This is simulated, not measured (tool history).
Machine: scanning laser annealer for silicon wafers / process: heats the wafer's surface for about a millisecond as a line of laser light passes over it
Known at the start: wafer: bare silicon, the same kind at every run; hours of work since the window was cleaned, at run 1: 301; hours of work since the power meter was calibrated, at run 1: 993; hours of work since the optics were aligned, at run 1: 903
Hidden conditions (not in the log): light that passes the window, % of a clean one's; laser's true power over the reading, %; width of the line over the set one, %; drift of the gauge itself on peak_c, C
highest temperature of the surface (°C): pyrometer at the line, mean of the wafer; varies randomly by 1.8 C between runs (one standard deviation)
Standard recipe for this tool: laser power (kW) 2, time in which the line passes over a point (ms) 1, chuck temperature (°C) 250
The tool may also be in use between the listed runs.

run,hour,laser power (kW),time in which the line passes over a point (ms),chuck temperature (°C),hours of work since the window was cleaned,hours of work since the power meter was calibrated,hours of work since the optics were aligned,highest temperature of the surface (°C)
1,0,2,1,250,301,993,903,933
2,42.2,2,1,215,330,1022,931,898
3,122,2,1,250,384,1076,986,930
# hour 181.7: window over the wafer cleaned
4,198.8,2,1,250,12,1127,1037,947
5,273,2,1,250,62,1177,1087,944
6,353.1,2,1,269,117,1232,1142,960
7,424.7,2,1,269,165,1281,1191,956
8,501.8,2,1,250,218,1333,1243,931
9,542.6,2,1,250,246,1361,1271,930
# hour 571.7: optics aligned, line set to its width
10,608.6,2,1,250,287,1403,25,944
11,672.4,2,1,250,331,1446,69,941
12,753.6,2,1,250,386,1501,124,934
# hour 813.5: window over the wafer cleaned
13,817,2,1,250,2,1543,166,951
14,893.6,2,0.9,250,54,1595,218,914
15,976.7,2,0.9,250,111,1652,274,915
16,1036.3,2,1,257,152,1692,315,949
17,1104.2,2,1,257,198,1739,361,948
18,1143.3,2,1,257,225,1765,388,946
19,1231.9,2,1,286,285,1826,448,967

Estimate the outcome of run 20 from the log above:
20,1292.3,2,1,286,326,1867,489,?

highest temperature of the surface (°C): 971
With the hidden condition absent and the run-to-run variation left alone, this run would have shown highest temperature of the surface (°C) 997.
